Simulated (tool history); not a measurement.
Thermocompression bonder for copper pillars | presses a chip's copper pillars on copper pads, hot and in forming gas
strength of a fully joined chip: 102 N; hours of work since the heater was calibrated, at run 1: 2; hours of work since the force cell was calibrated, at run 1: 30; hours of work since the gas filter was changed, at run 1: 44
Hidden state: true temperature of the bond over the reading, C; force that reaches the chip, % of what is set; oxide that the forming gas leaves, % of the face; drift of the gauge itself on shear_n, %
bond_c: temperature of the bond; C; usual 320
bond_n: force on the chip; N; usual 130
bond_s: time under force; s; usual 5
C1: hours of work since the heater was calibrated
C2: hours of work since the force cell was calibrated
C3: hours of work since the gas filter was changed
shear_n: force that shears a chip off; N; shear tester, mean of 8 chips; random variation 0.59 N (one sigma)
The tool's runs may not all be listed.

Run 1, hour 0: usual settings; C1 2; C2 30; C3 44. Result: shear_n 44.5 N.
Run 2, hour 14.5: usual settings; C1 9; C2 37; C3 51. Result: shear_n 45 N.
Run 3, hour 29.4: usual settings; C1 15; C2 44; C3 58. Result: shear_n 43.7 N.
Run 4, hour 44.7: usual settings; C1 22; C2 50; C3 65. Result: shear_n 42.4 N.
Run 5, hour 65.9: usual settings but bond_n 120 N; C1 32; C2 60; C3 74. Result: shear_n 40 N.
Run 6, hour 86.3: usual settings but bond_n 120 N; C1 41; C2 69; C3 83. Result: shear_n 40.1 N.
Run 7, hour 103.2: usual settings; C1 49; C2 77; C3 91. Result: shear_n 42.7 N.
Run 8, hour 124.9: usual settings but bond_c 325 C; C1 59; C2 87; C3 101. Result: shear_n 45.2 N.
Run 9, hour 136.9: usual settings but bond_c 325 C; C1 64; C2 92; C3 106. Result: shear_n 44.3 N.
Run 10, hour 154.2: usual settings but bond_c 325 C; C1 72; C2 100; C3 114. Result: shear_n 44.2 N.
Run 11, hour 176.6: usual settings but bond_c 325 C; C1 82; C2 110; C3 124. Result: shear_n 43 N.
Run 12, hour 195.7: usual settings but bond_c 325 C; C1 91; C2 119; C3 133. Result: shear_n 44.7 N.
Run 13, hour 207: usual settings but bond_s 3 s; C1 96; C2 124; C3 138. Result: shear_n 34.9 N.
Run 14, hour 223.4: usual settings; C1 103; C2 131; C3 145. Result: shear_n 42.5 N.
Run 15, hour 233.6: usual settings; C1 108; C2 136; C3 150. Result: shear_n 42.3 N.
Run 16, hour 256.5: usual settings; C1 118; C2 146; C3 160. Result: shear_n 41.6 N.
Run 17, hour 268.6: usual settings; C1 124; C2 152; C3 166. Result: shear_n 41.7 N.
Run 18, hour 280.7: usual settings but bond_c 314 C; C1 129; C2 157; C3 171. Result: shear_n 39.4 N.
Run 19, hour 292.6: usual settings but bond_c 314 C; C1 134; C2 163; C3 177. Result: shear_n 40 N.
Run 20, hour 314: usual settings but bond_s 7 s; C1 144; C2 172; C3 186. Result: shear_n 46.8 N.
Run 21, hour 334.8: usual settings but bond_c 309 C, bond_s 7 s; C1 153; C2 182; C3 196. Result: shear_n 43.5 N.
Run 22, hour 350.8: usual settings but bond_n 137 N; C1 161; C2 189; C3 203. Result: shear_n 43.2 N.
Run 23, hour 360.2: usual settings but bond_n 137 N; C1 165; C2 193; C3 207. Result: shear_n 44.3 N.
Run 24, hour 374.3: usual settings but bond_n 132 N; C1 171; C2 199; C3 214. Result: shear_n 42.6 N.
Run 25, hour 392.9: usual settings but bond_n 132 N; C1 180; C2 208; C3 222. Result: shear_n 42.2 N.
Run 26, hour 410.8: usual settings but bond_c 301 C, bond_n 159 N, bond_s 9 s; C1 188; C2 216; C3 230. Result: shear_n 51.5 N.
Run 27, hour 431.2: usual settings but bond_c 345 C, bond_n 140 N, bond_s 7 s; C1 197; C2 225; C3 239. Result: shear_n 58.5 N.
Run 28, hour 449: usual settings but bond_c 349 C, bond_n 188 N, bond_s 7 s; C1 205; C2 233; C3 247. Result: shear_n 73.8 N.
Run 29, hour 458.8: usual settings but bond_c 349 C, bond_n 89 N, bond_s 4 s; C1 210; C2 238; C3 252. Result: shear_n 33.5 N.
Run 30, hour 468.2: usual settings but bond_c 349 C, bond_n 117 N, bond_s 4 s; C1 214; C2 242; C3 256. Result: shear_n 42.9 N.
Run 31, hour 478.5: usual settings but bond_c 349 C, bond_n 117 N, bond_s 3 s; C1 218; C2 247; C3 261. Result: shear_n 38.4 N.
Run 32, hour 496.4: usual settings but bond_c 340 C, bond_n 92 N, bond_s 3 s; C1 227; C2 255; C3 269. Result: shear_n 27.3 N.
Run 33, hour 508.3: usual settings but bond_n 176 N, bond_s 3 s; C1 232; C2 260; C3 274. Result: shear_n 45.5 N.
Run 34, hour 521.1: usual settings but bond_n 176 N, bond_s 3 s; C1 238; C2 266; C3 280. Result: shear_n 44.7 N.
Run 35, hour 536.6: usual settings but bond_n 141 N, bond_s 4 s; C1 245; C2 273; C3 287. Result: shear_n 39.9 N.
Run 36, hour 556.2: usual settings but bond_c 322 C, bond_n 152 N; C1 254; C2 282; C3 296. Result: shear_n 47.9 N.
Run 37, hour 571.2: usual settings but bond_c 301 C, bond_n 145 N; C1 260; C2 288; C3 303. Result: shear_n 37.5 N.
Run 38, hour 587.5: usual settings but bond_c 329 C, bond_n 85 N, bond_s 9 s; C1 268; C2 296; C3 310. Result: shear_n 35.6 N.
Run 39, hour 597.8: usual settings but bond_c 329 C, bond_n 85 N, bond_s 9 s; C1 272; C2 301; C3 315. Result: shear_n 36.2 N.
Run 40, hour 609.4: usual settings but bond_c 329 C, bond_n 85 N, bond_s 9 s; C1 278; C2 306; C3 320. Result: shear_n 35.1 N.
Run 41, hour 620.1: usual settings but bond_c 306 C; C1 282; C2 311; C3 325. Result: shear_n 35.1 N.

Forecast each of these 3 alternatives for the next run:
Run A, hour 630.4: usual settings but bond_c 335 C; C1 287; C2 315; C3 329. Result: shear_n ?.
Run B, hour 630.4: usual settings but bond_c 345 C; C1 287; C2 315; C3 329. Result: shear_n ?.
Run C, hour 630.4: usual settings but bond_c 345 C, bond_n 85 N; C1 287; C2 315; C3 329. Result: shear_n ?.

run  shear_n
  A     45.4
  B     49.1
  C     30.7
Without the tool's hidden state the same runs would have given:
run  shear_n
  A     50.9
  B       55
  C     34.6
